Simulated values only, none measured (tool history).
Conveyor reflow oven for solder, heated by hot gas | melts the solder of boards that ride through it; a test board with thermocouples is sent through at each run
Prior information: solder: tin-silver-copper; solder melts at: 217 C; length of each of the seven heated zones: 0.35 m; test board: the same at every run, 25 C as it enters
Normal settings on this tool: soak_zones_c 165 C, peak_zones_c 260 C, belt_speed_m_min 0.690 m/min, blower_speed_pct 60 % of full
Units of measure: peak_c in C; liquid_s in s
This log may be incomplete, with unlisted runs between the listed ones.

| run | hour | soak_zones_c | peak_zones_c | belt_speed_m_min | blower_speed_pct | peak_c | liquid_s |
|---|---|---|---|---|---|---|---|
| 1 | 0.0 | 165 | 260 | 0.690 | 60 | 247.4 | 40.9 |
| 2 | 29.3 | 165 | 260 | 0.690 | 60 | 247.6 | 41.0 |
|  | 72.7 | thermocouples of zones 6 and 7 changed |
| 3 | 87.8 | 165 | 260 | 0.690 | 60 | 247.4 | 40.9 |
| 4 | 125.8 | 151 | 260 | 0.690 | 60 | 245.1 | 36.7 |
| 5 | 167.3 | 151 | 260 | 0.690 | 60 | 245.6 | 36.7 |
| 6 | 229.4 | 165 | 273 | 0.690 | 60 | 259.0 | 47.5 |
| 7 | 271.3 | 165 | 273 | 0.690 | 60 | 259.1 | 47.5 |
|  | 287.4 | flux residue cleaned out of gas plates and filters |
| 8 | 308.6 | 165 | 260 | 0.690 | 60 | 247.2 | 41.3 |
| 9 | 372.7 | 165 | 260 | 0.690 | 60 | 247.4 | 41.6 |
| 10 | 439.2 | 165 | 260 | 0.690 | 60 | 247.4 | 41.3 |
| 11 | 499.2 | 165 | 260 | 0.765 | 60 | 244.4 | 34.6 |
| 12 | 531.4 | 165 | 260 | 0.690 | 60 | 247.4 | 41.5 |
| 13 | 585.6 | 165 | 260 | 0.690 | 60 | 247.6 | 41.3 |
| 14 | 627.6 | 165 | 260 | 0.690 | 60 | 247.3 | 41.3 |
| 15 | 694.1 | 165 | 260 | 0.614 | 60 | 250.3 | 49.4 |
| 16 | 720.9 | 165 | 260 | 0.823 | 61 | 242.1 | 30.0 |
| 17 | 759.3 | 165 | 271 | 0.785 | 60 | 253.1 | 38.3 |
| 18 | 786.9 | 165 | 256 | 0.586 | 60 | 247.3 | 50.5 |
| 19 | 822.0 | 165 | 256 | 0.596 | 51 | 245.6 | 47.1 |
|  | 885.0 | flux residue cleaned out of gas plates and filters |
| 20 | 885.0 | 165 | 256 | 0.596 | 51 | 245.6 | 47.4 |
| 21 | 929.4 | 178 | 274 | 0.690 | 55 | 261.0 | 51.6 |
| 22 | 980.9 | 178 | 274 | 0.690 | 61 | 261.8 | 52.4 |
| 23 | 1041.3 | 156 | 269 | 0.690 | 61 | 254.5 | 43.1 |
| 24 | 1069.9 | 163 | 272 | 0.690 | 60 | 258.0 | 46.7 |
|  | 1134.5 | belt drive overhauled, speed set with a stopwatch |
| 25 | 1134.5 | 163 | 272 | 0.690 | 60 | 258.1 | 46.7 |
| 26 | 1165.3 | 176 | 260 | 0.690 | 60 | 249.2 | 45.2 |
| 27 | 1215.3 | 176 | 260 | 0.690 | 60 | 249.2 | 45.2 |
| 28 | 1279.0 | 169 | 260 | 0.627 | 60 | 250.2 | 49.6 |
| 29 | 1314.3 | 162 | 260 | 0.690 | 60 | 246.9 | 40.4 |

3 options for the next run, each taken on its own from the tool as it stands now. Forecast them:
| A | 1374.9 | 162 | 260 | 0.690 | 65 | ? | ? |
| B | 1374.9 | 172 | 271 | 0.690 | 60 | ? | ? |
| C | 1374.9 | 165 | 260 | 0.690 | 56 | ? | ? |

| run | peak_c | liquid_s |
|---|---|---|
| A | 248.3 | 41.2 |
| B | 258.6 | 48.6 |
| C | 246.7 | 40.4 |
Had the tool no hidden state, the same runs would have come out as:
| run | peak_c | liquid_s |
|---|---|---|
| A | 248.3 | 41.2 |
| B | 258.6 | 48.6 |
| C | 246.7 | 40.4 |
